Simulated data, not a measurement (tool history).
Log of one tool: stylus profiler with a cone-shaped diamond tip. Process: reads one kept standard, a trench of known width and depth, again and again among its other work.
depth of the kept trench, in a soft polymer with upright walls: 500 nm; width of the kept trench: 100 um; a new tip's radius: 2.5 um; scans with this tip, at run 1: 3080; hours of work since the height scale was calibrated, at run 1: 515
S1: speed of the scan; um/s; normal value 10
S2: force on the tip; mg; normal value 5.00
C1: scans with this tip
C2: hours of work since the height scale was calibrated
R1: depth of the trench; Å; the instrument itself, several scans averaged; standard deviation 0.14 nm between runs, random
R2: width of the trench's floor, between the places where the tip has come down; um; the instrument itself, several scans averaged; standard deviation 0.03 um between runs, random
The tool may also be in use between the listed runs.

run,hour,S1,S2,C1,C2,R1,R2
1,0.0,10,5.00,3080,515,5105.6,96.60
2,29.9,10,5.00,3178,531,5103.0,96.68
3,55.7,10,5.00,3263,546,5105.0,96.60
4,79.4,10,4.60,3341,559,5100.8,96.57
5,93.9,10,4.60,3388,567,5100.0,96.62
6,124.8,10,4.60,3490,583,5099.6,96.62
7,145.0,10,4.60,3556,595,5098.9,96.58
8,174.8,10,4.60,3654,611,5103.4,96.59
9,203.7,10,4.60,3749,627,5103.3,96.56
10,233.7,10,4.60,3847,643,5102.9,96.53
11,259.3,10,4.60,3931,657,5101.2,96.55
12,293.1,10,5.00,4042,676,5106.1,96.58
13,308.5,10,5.00,4093,684,5106.7,96.53
14,334.3,10,5.00,4178,699,5106.1,96.53
15,352.5,10,12.55,4237,709,5191.1,96.56
16,384.2,10,3.52,4341,726,5086.5,96.56
17,401.9,10,3.52,4399,736,5088.5,96.54
18,422.9,10,3.52,4469,747,5089.1,96.57
19,451.7,10,3.52,4563,763,5090.7,96.50
20,480.3,3,5.00,4657,779,5111.9,96.49
21,496.5,3,5.00,4710,788,5107.7,96.52
22,525.4,3,5.00,4805,803,5108.1,96.53
23,548.6,37,9.00,4881,816,5159.0,96.40
24,577.4,17,9.54,4976,832,5161.5,96.42
25,594.4,2,3.19,5032,841,5087.3,96.50
26,614.9,8,12.21,5099,853,5192.4,96.46
27,641.6,13,9.41,5187,867,5164.4,96.43
28,671.7,10,5.11,5285,884,5112.8,96.42
29,694.5,15,4.30,5360,896,5103.7,96.40
30,717.7,12,8.82,5437,909,5157.7,96.38
31,737.8,2,4.21,5503,920,5099.1,96.46
32,761.4,19,2.80,5580,933,5078.6,96.29
33,777.5,5,2.12,5633,942,5065.9,96.41
34,792.4,5,2.12,5682,950,5068.2,96.43
35,824.4,26,5.44,5787,968,5118.0,96.29
36,851.1,12,9.75,5875,982,5168.1,96.38
37,872.6,12,9.75,5945,994,5167.8,96.34
38,896.6,26,5.74,6024,1007,5123.4,96.31

Expected results for the next run?
39,922.0,14,8.57,6107,1021,?,?

R1: 5156.3 Å
R2: 96.37 um
Without the tool's hidden state the same run would have given R1 5141.3 Å, R2 96.97 um.
